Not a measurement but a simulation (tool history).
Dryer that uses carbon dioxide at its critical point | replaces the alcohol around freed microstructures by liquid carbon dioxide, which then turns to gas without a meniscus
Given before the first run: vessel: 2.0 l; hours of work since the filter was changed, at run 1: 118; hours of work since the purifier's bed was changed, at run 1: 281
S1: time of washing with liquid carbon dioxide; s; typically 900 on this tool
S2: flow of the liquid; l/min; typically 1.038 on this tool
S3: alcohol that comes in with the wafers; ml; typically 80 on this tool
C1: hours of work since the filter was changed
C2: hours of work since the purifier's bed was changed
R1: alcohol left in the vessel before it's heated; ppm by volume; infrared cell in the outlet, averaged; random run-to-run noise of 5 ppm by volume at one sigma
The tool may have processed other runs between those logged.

run	hour	S1	S2	S3	C1	C2	R1
1	0	900	1.038	80	118	281	109
2	44.5	900	1.038	80	144	307	108
3	94.3	900	1.51	80	173	336	88
4	148.6	900	1.51	80	205	368	90
5	209.1	900	1.51	80	241	404	100
6	243.3	900	1.51	80	261	424	105
7	272	900	1.038	80	278	441	159
8	312.8	900	1.038	80	302	465	162
9	359.3	900	1.038	80	330	493	170
# hour 363.6: inlet filter changed
10	392.6	900	1.038	80	17	512	160
11	452.7	900	1.038	80	53	547	162
12	514.3	900	1.33	80	89	584	145
13	572.3	900	0.91	80	123	618	247
14	612	900	0.91	80	147	641	255
15	666.6	900	0.91	80	179	673	279
16	703.1	900	0.91	80	200	695	288
17	755.3	900	0.91	80	231	726	293
18	783.1	900	1.038	80	247	742	241
19	844.8	900	1.038	80	284	779	242
20	870.5	900	1.038	31	299	794	208
21	917.4	900	1.038	31	327	821	214
# hour 926.9: inlet filter changed
22	961.1	900	1.038	31	20	847	211
23	1020.6	900	1.038	31	55	882	214
# hour 1042.4: purifier's bed changed
24	1069	900	1.038	31	82	16	26
25	1114	600	0.79	93	109	42	1473

The next listed run, before its measurement:
26	1157.6	900	0.63	80	134	68	?

R1: 752 ppm by volume
On a tool with no hidden condition, and with the same random variation, this run would have come out at R1 613 ppm by volume.

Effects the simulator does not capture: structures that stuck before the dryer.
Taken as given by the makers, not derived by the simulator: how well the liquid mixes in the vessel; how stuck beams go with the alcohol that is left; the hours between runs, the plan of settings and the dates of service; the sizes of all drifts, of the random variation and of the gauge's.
